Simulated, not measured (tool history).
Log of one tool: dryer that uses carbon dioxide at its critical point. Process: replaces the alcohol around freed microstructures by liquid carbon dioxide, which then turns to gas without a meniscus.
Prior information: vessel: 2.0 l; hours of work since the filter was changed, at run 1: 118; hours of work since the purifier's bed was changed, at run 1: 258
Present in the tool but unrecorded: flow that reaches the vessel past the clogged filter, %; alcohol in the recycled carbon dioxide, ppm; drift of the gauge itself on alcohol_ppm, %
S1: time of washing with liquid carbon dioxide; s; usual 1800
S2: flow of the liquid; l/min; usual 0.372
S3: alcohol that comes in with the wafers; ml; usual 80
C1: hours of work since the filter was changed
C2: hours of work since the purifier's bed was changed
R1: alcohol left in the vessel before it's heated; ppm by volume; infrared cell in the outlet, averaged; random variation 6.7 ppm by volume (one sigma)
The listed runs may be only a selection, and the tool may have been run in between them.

run     day    S1     S2   S3   C1   C2    R1
  1       0  1800  0.372   80  118  258   396
  2   0.346  1980  0.372   80  123  263   283
  3   0.696  1800  0.372  117  128  268   549
  4   1.096  1800  0.372   76  133  273   388
  5   1.462  1800  0.262   80  138  278  1593
  6   1.733  1800  0.262   80  142  282  1605
  7   2.025  1800  0.262   80  146  286  1601
  8   2.396  2580  0.372   80  151  291   107
  9   2.625  2580  0.372   80  154  294   117
 10    2.85  2580  0.372   80  157  297   107
 11   3.158  2580  0.372   80  161  301   108
 12   3.379  2580  0.372   61  164  304   108
 13   3.679  1800  0.578   80  168  308    91
 14       4  1800  0.372   80  172  312   420
 15   4.288  1800  0.372   80  176  316   444
 16   4.738  1800  0.372   80  182  322   431
 17   5.075  2160  0.372   80  187  327   216
 18   5.508  2160  0.372   80  193  332   227
 19   5.904  1800  0.372   80  198  338   435
 20   6.275  1800  0.372   80  203  343   437
 21   6.675  1800  0.372   80  208  348   435
 22   6.904  1800  0.553   80  211  351   108
 23   7.258  1800  0.545   38  216  356    98
 24   7.592  1800  0.545   38  221  361    98
 25   8.029  1800  0.389   65  227  366   317
 26   8.362  2580  0.447   68  231  371    96
 27   8.708  2580   0.36   99  236  376   156
 28   9.067  1920  0.249   71  241  380  1477
 29    9.55  2100  0.372   33  247  387   155
 30  10.058  2220  0.279  106  254  394   861
 31    10.5  2220  0.409   31  260  400   119
 32  10.833  1560  0.409   31  264  404   280
 33  11.158  1560  0.409   31  269  409   268
 34  11.625  2640  0.372   88  275  415   142
 35  12.054  1740  0.328   80  281  421   892
 36  12.404  1740  0.458   28  286  425   148
 37  12.796  1740  0.458   28  291  431   151
 38  13.242  1200  0.372   48  297  437  1203
 39  13.617  1200  0.573   48  302  442   279
 40  14.012  1500  0.372   80  307  447   962
 41  14.483  1800  0.402   95  314  453   426
 42  14.708  1380  0.496   80  317  456   438

Some steps in R1, run to run, broken into two amounts with sign: the step expected even without the hidden condition (settings, incoming material, random variation), and the rest, left for the hidden condition together with whatever gauge scatter is not in both the measured and the hidden-condition-free result:
Run 7 -> 8: S1 1800 -> 2580, S2 0.262 -> 0.372. R1 -1494 ppm by volume: hidden state -167, all else -1327.
Run 27 -> 28: S1 2580 -> 1920, S2 0.36 -> 0.249, S3 99 -> 71. R1 +1321 ppm by volume: hidden state +215, all else +1106.
Run 28 -> 29: S1 1920 -> 2100, S2 0.249 -> 0.372, S3 71 -> 33. R1 -1322 ppm by volume: hidden state -218, all else -1104.
Run 37 -> 38: S1 1740 -> 1200, S2 0.458 -> 0.372, S3 28 -> 48. R1 +1052 ppm by volume: hidden state +200, all else +852.
